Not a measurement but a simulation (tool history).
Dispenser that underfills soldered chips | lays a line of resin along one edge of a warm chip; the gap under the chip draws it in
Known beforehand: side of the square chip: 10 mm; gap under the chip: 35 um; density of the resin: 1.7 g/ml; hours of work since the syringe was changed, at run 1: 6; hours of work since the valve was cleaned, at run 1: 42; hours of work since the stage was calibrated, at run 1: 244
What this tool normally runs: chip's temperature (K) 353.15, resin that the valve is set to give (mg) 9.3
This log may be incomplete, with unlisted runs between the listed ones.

run,hour,chip's temperature (K),resin that the valve is set to give (mg),hours of work since the syringe was changed,hours of work since the valve was cleaned,hours of work since the stage was calibrated,time until the resin shows at the far edge (s),resin that the valve gave (mg)
1,0,353.15,9.3,6,42,244,343.3,8.94
2,6.5,353.15,12.01,11,47,249,480.2,11.5
# hour 7.6: new syringe of resin
3,13.1,353.15,12.01,4,52,254,300.5,11.51
4,18.3,353.15,12.01,8,56,258,386.2,11.43
# hour 23.2: new syringe of resin
5,23.6,353.15,7.98,0,60,262,247.2,7.52
6,29.6,342.15,7.98,5,65,267,600.7,7.61
7,35.9,367.15,7.93,10,70,272,239.7,7.57
# hour 38.6: new syringe of resin
8,45.4,351.15,10.35,5,77,279,359.1,9.72
# hour 53.4: dispensing valve cleaned and set on the balance
9,53.9,363.15,8.16,11,0,285,302.4,8.08
# hour 55.8: new syringe of resin
10,62,366.15,9,5,7,291,171.9,8.94
# hour 71.6: new syringe of resin
11,71.6,366.15,9,0,14,299,125.7,8.87
12,75.7,367.15,9.21,3,17,302,150.3,9.01

Alternative continuations, all from the tool just after run 12; predict every row:
A,81.6,358.15,8.56,8,22,307,?,?
B,81.6,341.15,9.3,8,22,307,?,?
C,81.6,341.15,11.66,8,22,307,?,?
D,81.6,366.15,9.81,8,22,307,?,?
E,81.6,347.15,9.21,8,22,307,?,?

run,time until the resin shows at the far edge (s),resin that the valve gave (mg)
A,321.1,8.36
B,738.6,9.07
C,731.4,11.42
D,210.8,9.58
E,550,9.03
Stripped of hidden state, with their random variation kept, the same runs would have yielded:
run,time until the resin shows at the far edge (s),resin that the valve gave (mg)
A,172.8,8.55
B,395,9.27
C,391.8,11.67
D,114,9.8
E,294.9,9.23

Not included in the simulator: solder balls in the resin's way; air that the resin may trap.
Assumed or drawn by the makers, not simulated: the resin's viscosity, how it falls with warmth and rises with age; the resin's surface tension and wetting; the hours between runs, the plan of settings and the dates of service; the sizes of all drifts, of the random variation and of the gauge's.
